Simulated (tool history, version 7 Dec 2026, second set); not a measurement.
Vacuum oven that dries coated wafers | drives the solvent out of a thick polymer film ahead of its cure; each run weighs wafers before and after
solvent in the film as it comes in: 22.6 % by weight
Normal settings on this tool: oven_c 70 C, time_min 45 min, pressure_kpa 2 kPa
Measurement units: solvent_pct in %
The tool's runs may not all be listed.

Run 1, hour 0: usual settings. Result: solvent_pct 1.08 %.
Run 2, hour 74.6: usual settings. Result: solvent_pct 1.07 %.
Run 3, hour 126.2: usual settings. Result: solvent_pct 1.07 %.
Run 4, hour 187.8: usual settings but time_min 26 min. Result: solvent_pct 2.35 %.
Run 5, hour 240.3: usual settings but time_min 26 min. Result: solvent_pct 2.32 %.
Run 6, hour 291.6: usual settings but time_min 26 min. Result: solvent_pct 2.32 %.
Run 7, hour 362.9: usual settings but time_min 26 min. Result: solvent_pct 2.34 %.
Run 8, hour 418.3: usual settings but time_min 26 min. Result: solvent_pct 2.29 %.
Run 9, hour 489.9: usual settings but time_min 76 min, pressure_kpa 1.25 kPa. Result: solvent_pct 0.53 %.
Run 10, hour 598.9: usual settings but oven_c 72 C, time_min 37 min. Result: solvent_pct 1.05 %.
At hour 618.1: vacuum gauge cleaned of residue and calibrated.
Run 11, hour 691.4: usual settings but oven_c 58 C, time_min 37 min. Result: solvent_pct 5.22 %.
Run 12, hour 757.5: usual settings but oven_c 79 C, time_min 78 min, pressure_kpa 2.11 kPa. Result: solvent_pct 0.54 %.
Run 13, hour 835.6: usual settings but time_min 70 min. Result: solvent_pct 0.76 %.
Run 14, hour 890.3: usual settings but oven_c 71 C, time_min 65 min, pressure_kpa 5.58 kPa. Result: solvent_pct 1.97 %.

Consider 3 possible next runs. They are alternatives, not a sequence: every one starts from the tool as it was left by run 14. What does each give?
Run A, hour 989: usual settings but oven_c 66 C, time_min 64 min, pressure_kpa 4.94 kPa. Result: solvent_pct ?.
Run B, hour 989: usual settings but oven_c 71 C, time_min 66 min, pressure_kpa 5.58 kPa. Result: solvent_pct ?.
Run C, hour 989: usual settings but oven_c 63 C, time_min 32 min, pressure_kpa 7.43 kPa. Result: solvent_pct ?.

run  solvent_pct
  A         2.32
  B         2.04
  C         5.97
What these runs would have given with no unlogged condition in the tool:
run  solvent_pct
  A         3.01
  B         2.44
  C          7.9
